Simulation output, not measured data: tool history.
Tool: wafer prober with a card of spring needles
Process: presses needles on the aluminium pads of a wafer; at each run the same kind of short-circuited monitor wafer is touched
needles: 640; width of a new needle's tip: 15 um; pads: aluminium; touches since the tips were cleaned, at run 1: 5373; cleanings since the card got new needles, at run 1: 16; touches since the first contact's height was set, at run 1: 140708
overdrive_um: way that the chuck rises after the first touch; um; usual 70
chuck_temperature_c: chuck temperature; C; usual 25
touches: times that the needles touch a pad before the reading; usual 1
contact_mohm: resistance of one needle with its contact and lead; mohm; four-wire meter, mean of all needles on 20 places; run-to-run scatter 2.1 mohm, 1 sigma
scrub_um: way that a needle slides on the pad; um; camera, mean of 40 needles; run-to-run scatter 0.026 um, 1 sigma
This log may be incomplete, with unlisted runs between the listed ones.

| run | hour | overdrive_um | chuck_temperature_c | touches | touches since the tips were cleaned | cleanings since the card got new needles | touches since the first contact's height was set | contact_mohm | scrub_um |
|---|---|---|---|---|---|---|---|---|---|
| 1 | 0.0 | 70 | 25 | 1 | 5373 | 16 | 140708 | 304 | 11.54 |
|  | 3.3 | tips cleaned on abrasive film |
| 2 | 8.2 | 70 | 25 | 1 | 3167 | 17 | 145983 | 283 | 11.49 |
|  | 15.8 | tips cleaned on abrasive film |
| 3 | 15.9 | 70 | 25 | 1 | 103 | 18 | 150954 | 242 | 11.48 |
| 4 | 23.8 | 56 | 25 | 1 | 5225 | 18 | 156076 | 340 | 9.22 |
|  | 28.1 | tips cleaned on abrasive film |
| 5 | 28.8 | 70 | 25 | 1 | 441 | 19 | 159271 | 243 | 11.51 |
|  | 39.8 | tips cleaned on abrasive film |
| 6 | 39.8 | 70 | 25 | 1 | 0 | 20 | 166389 | 238 | 11.46 |
|  | 42.1 | height of the first contact set anew |
| 7 | 46.9 | 70 | 25 | 1 | 4403 | 20 | 3141 | 293 | 11.66 |
|  | 52.5 | tips cleaned on abrasive film |
| 8 | 53.8 | 70 | 25 | 1 | 885 | 21 | 7569 | 251 | 11.66 |
| 9 | 59.3 | 70 | 27 | 1 | 4466 | 21 | 11150 | 298 | 11.63 |
|  | 64.1 | tips cleaned on abrasive film |
| 10 | 70.7 | 70 | 27 | 1 | 4344 | 22 | 18527 | 289 | 11.65 |
|  | 76.7 | tips cleaned on abrasive film |
| 11 | 76.8 | 70 | 27 | 1 | 44 | 23 | 22374 | 243 | 11.64 |
| 12 | 84.3 | 70 | 27 | 1 | 4961 | 23 | 27291 | 297 | 11.60 |
|  | 88.5 | tips cleaned on abrasive film |
| 13 | 95.1 | 70 | 25 | 3 | 4272 | 24 | 34222 | 251 | 11.66 |
|  | 100.3 | tips cleaned on abrasive film |
| 14 | 103.6 | 70 | 25 | 3 | 2170 | 25 | 39741 | 247 | 11.63 |
|  | 112.4 | tips cleaned on abrasive film |
| 15 | 114.1 | 70 | 25 | 3 | 1113 | 26 | 46508 | 240 | 11.66 |
|  | 124.2 | tips cleaned on abrasive film |
| 16 | 124.3 | 70 | 25 | 1 | 81 | 27 | 53078 | 238 | 11.58 |

Run 17 has not been measured yet. What should we expect?
| 17 | 131.8 | 66 | 68 | 2 | 4922 | 27 | 57919 | ? | ? |

contact_mohm: 282 mohm
scrub_um: 10.92 um
On a tool with no hidden condition, and with the same random variation, this run would have come out at contact_mohm 241 mohm, scrub_um 10.98 um.
